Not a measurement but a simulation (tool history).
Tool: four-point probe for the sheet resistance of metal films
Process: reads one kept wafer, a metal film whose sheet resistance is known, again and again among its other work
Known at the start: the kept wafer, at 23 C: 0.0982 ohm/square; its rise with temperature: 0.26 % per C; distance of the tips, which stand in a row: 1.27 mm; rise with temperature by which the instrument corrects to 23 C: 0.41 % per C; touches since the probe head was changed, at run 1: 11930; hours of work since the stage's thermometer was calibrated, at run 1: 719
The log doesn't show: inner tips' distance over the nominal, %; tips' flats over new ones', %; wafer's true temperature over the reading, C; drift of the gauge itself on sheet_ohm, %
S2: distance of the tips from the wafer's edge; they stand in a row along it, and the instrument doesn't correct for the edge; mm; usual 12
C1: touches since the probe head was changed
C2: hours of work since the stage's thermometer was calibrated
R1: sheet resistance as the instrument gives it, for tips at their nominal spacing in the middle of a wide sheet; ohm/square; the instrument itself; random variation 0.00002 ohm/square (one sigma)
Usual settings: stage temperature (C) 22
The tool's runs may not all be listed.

Run 1, day 0.000: usual settings; C1 11930; C2 719. Result: R1 0.098848 ohm/square.
Run 2, day 1.471: usual settings; C1 13119; C2 739. Result: R1 0.098821 ohm/square.
Run 3, day 2.758: usual settings; C1 14157; C2 757. Result: R1 0.098855 ohm/square.
Run 4, day 4.600: usual settings; C1 15643; C2 782. Result: R1 0.098863 ohm/square.
Run 5, day 5.958: usual settings; C1 16739; C2 800. Result: R1 0.098838 ohm/square.
Run 6, day 7.567: usual settings; C1 18039; C2 822. Result: R1 0.098878 ohm/square.
Run 7, day 8.467: usual settings; C1 18766; C2 835. Result: R1 0.098860 ohm/square.
Run 8, day 10.350: usual settings; C1 20285; C2 860. Result: R1 0.098888 ohm/square.
Run 9, day 12.262: usual settings; C1 21829; C2 887. Result: R1 0.098932 ohm/square.
Run 10, day 13.242: usual settings; C1 22620; C2 900. Result: R1 0.098934 ohm/square.
Run 11, day 14.942: usual settings; C1 23992; C2 923. Result: R1 0.098902 ohm/square.
Run 12, day 15.842: usual settings; C1 24720; C2 936. Result: R1 0.098874 ohm/square.
Run 13, day 16.883: usual settings; C1 25561; C2 950. Result: R1 0.098911 ohm/square.
Run 14, day 18.854: usual settings; C1 27151; C2 977. Result: R1 0.098953 ohm/square.
Run 15, day 20.158: usual settings; C1 28204; C2 995. Result: R1 0.098926 ohm/square.
Run 16, day 21.538: usual settings; C1 29317; C2 1014. Result: R1 0.098952 ohm/square.
Run 17, day 22.517: usual settings; C1 30110; C2 1027. Result: R1 0.098983 ohm/square.
Run 18, day 24.262: usual settings but stage temperature (C) 25; C1 31520; C2 1051. Result: R1 0.098510 ohm/square.
Run 19, day 25.662: usual settings but stage temperature (C) 25; C1 32650; C2 1070. Result: R1 0.098518 ohm/square.
Run 20, day 27.046: usual settings but stage temperature (C) 25; C1 33767; C2 1089. Result: R1 0.098533 ohm/square.
Run 21, day 28.462: usual settings but stage temperature (C) 25; C1 34908; C2 1108. Result: R1 0.098529 ohm/square.
Run 22, day 30.375: usual settings but stage temperature (C) 25; C1 36453; C2 1134. Result: R1 0.098547 ohm/square.
Run 23, day 32.267: usual settings but stage temperature (C) 25, S2 35 mm; C1 37979; C2 1160. Result: R1 0.098032 ohm/square.

Run 24 comes next. What will it give?
Run 24, day 34.142: usual settings but stage temperature (C) 19; C1 39494; C2 1186. Result: R1 ?.

Run 24 gave R1 0.099471 ohm/square.
Without the tool's hidden state the same run would have given R1 0.099391 ohm/square.

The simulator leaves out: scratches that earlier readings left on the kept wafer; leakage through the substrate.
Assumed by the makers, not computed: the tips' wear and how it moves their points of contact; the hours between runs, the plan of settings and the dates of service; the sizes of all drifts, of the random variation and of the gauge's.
